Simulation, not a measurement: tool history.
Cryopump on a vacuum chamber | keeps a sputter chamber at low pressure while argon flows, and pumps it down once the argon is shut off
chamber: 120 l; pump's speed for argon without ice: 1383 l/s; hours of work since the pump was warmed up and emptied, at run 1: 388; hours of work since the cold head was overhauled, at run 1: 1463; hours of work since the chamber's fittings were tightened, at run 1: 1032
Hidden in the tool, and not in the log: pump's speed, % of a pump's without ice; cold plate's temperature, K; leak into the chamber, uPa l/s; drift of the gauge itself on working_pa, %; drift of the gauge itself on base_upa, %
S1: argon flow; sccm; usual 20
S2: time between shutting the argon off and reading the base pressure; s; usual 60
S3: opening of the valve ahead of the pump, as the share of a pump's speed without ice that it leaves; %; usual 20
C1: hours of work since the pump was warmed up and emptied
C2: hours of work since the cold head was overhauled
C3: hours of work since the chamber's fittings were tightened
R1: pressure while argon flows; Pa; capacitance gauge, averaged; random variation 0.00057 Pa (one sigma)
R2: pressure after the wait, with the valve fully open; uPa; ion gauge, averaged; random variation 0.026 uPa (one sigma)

run 1 hour=0 | S1=20 S2=60 S3=20 | C1=388 C2=1463 C3=1032 | R1=0.1267 R2=1.7
run 2 hour=22 | S1=20 S2=60 S3=44 | C1=407 C2=1483 C3=1051 | R1=0.0598 R2=1.7
run 3 hour=52.4 | S1=20 S2=60 S3=44 | C1=434 C2=1510 C3=1078 | R1=0.06 R2=1.75
run 4 hour=94 | S1=20 S2=60 S3=44 | C1=471 C2=1547 C3=1115 | R1=0.0592 R2=1.78
run 5 hour=118.6 | S1=20 S2=60 S3=44 | C1=493 C2=1568 C3=1137 | R1=0.0615 R2=1.87
-- hour=156.2 pump warmed up, emptied and cooled again
run 6 hour=165.4 | S1=20 S2=60 S3=20 | C1=8 C2=1605 C3=1174 | R1=0.1229 R2=1.64
run 7 hour=197.7 | S1=20 S2=60 S3=20 | C1=37 C2=1634 C3=1203 | R1=0.1241 R2=1.73
run 8 hour=239.6 | S1=20 S2=60 S3=17 | C1=74 C2=1671 C3=1240 | R1=0.1437 R2=1.71
run 9 hour=274.6 | S1=20 S2=60 S3=17 | C1=105 C2=1702 C3=1271 | R1=0.1453 R2=1.78
run 10 hour=308.4 | S1=20 S2=60 S3=17 | C1=135 C2=1732 C3=1301 | R1=0.1449 R2=1.78
run 11 hour=336.5 | S1=20 S2=50 S3=20 | C1=160 C2=1757 C3=1326 | R1=0.1243 R2=2.02
run 12 hour=381 | S1=20 S2=60 S3=29 | C1=199 C2=1797 C3=1365 | R1=0.0872 R2=1.85
run 13 hour=426.2 | S1=20 S2=60 S3=29 | C1=239 C2=1837 C3=1405 | R1=0.0868 R2=1.89
run 14 hour=450.1 | S1=20 S2=60 S3=29 | C1=260 C2=1858 C3=1426 | R1=0.0873 R2=1.91
run 15 hour=478.4 | S1=20 S2=60 S3=29 | C1=286 C2=1883 C3=1451 | R1=0.0872 R2=1.94
run 16 hour=513.8 | S1=20 S2=60 S3=31 | C1=317 C2=1914 C3=1483 | R1=0.0832 R2=2.01
run 17 hour=556.4 | S1=20 S2=60 S3=20 | C1=355 C2=1952 C3=1521 | R1=0.1258 R2=1.99
run 18 hour=597.5 | S1=17 S2=29 S3=17 | C1=391 C2=1988 C3=1557 | R1=0.1249 R2=3.03
run 19 hour=643.2 | S1=29 S2=227 S3=39 | C1=432 C2=2029 C3=1597 | R1=0.0973 R2=1.41
run 20 hour=687.5 | S1=20 S2=50 S3=20 | C1=471 C2=2068 C3=1637 | R1=0.1273 R2=2.32
run 21 hour=730.3 | S1=20 S2=50 S3=20 | C1=509 C2=2106 C3=1675 | R1=0.1274 R2=2.25
-- hour=747.3 pump warmed up, emptied and cooled again
run 22 hour=767.2 | S1=20 S2=58 S3=26 | C1=18 C2=2134 C3=1703 | R1=0.0956 R2=2.01
run 23 hour=808.2 | S1=20 S2=58 S3=26 | C1=54 C2=2171 C3=1739 | R1=0.0953 R2=1.98
run 24 hour=845.6 | S1=20 S2=31 S3=19 | C1=87 C2=2204 C3=1772 | R1=0.1299 R2=2.75
run 25 hour=878 | S1=20 S2=58 S3=56 | C1=116 C2=2232 C3=1801 | R1=0.0452 R2=2.04
run 26 hour=919.3 | S1=22 S2=35 S3=36 | C1=152 C2=2269 C3=1838 | R1=0.0769 R2=2.76
run 27 hour=963 | S1=22 S2=35 S3=36 | C1=191 C2=2308 C3=1876 | R1=0.0765 R2=2.79
run 28 hour=994.6 | S1=22 S2=35 S3=36 | C1=219 C2=2336 C3=1904 | R1=0.0781 R2=2.74
run 29 hour=1034.4 | S1=17 S2=34 S3=34 | C1=254 C2=2371 C3=1940 | R1=0.0632 R2=2.83
run 30 hour=1079.7 | S1=17 S2=34 S3=34 | C1=295 C2=2411 C3=1980 | R1=0.0637 R2=2.8
run 31 hour=1119.4 | S1=17 S2=34 S3=34 | C1=330 C2=2446 C3=2015 | R1=0.064 R2=2.93
run 32 hour=1164.3 | S1=18 S2=65 S3=33 | C1=370 C2=2486 C3=2055 | R1=0.0702 R2=2.19
run 33 hour=1203.7 | S1=25 S2=84 S3=20 | C1=404 C2=2521 C3=2090 | R1=0.1569 R2=2.1

Forecast each of these 4 alternatives for the next run:
run A hour=1229.8 | S1=33 S2=30 S3=20 | C1=428 C2=2544 C3=2113 | R1=? R2=?
run B hour=1229.8 | S1=25 S2=84 S3=27 | C1=428 C2=2544 C3=2113 | R1=? R2=?
run C hour=1229.8 | S1=20 S2=60 S3=20 | C1=428 C2=2544 C3=2113 | R1=? R2=?
run D hour=1229.8 | S1=20 S2=211 S3=20 | C1=428 C2=2544 C3=2113 | R1=? R2=?

run=A R1=0.2097 R2=3.19
run=B R1=0.1187 R2=2.13
run=C R1=0.1256 R2=2.42
run=D R1=0.1263 R2=1.82
Without the tool's hidden state the same runs would have given:
run=A R1=0.202 R2=1.9
run=B R1=0.1129 R2=0.83
run=C R1=0.1209 R2=1.1
run=D R1=0.1216 R2=0.49
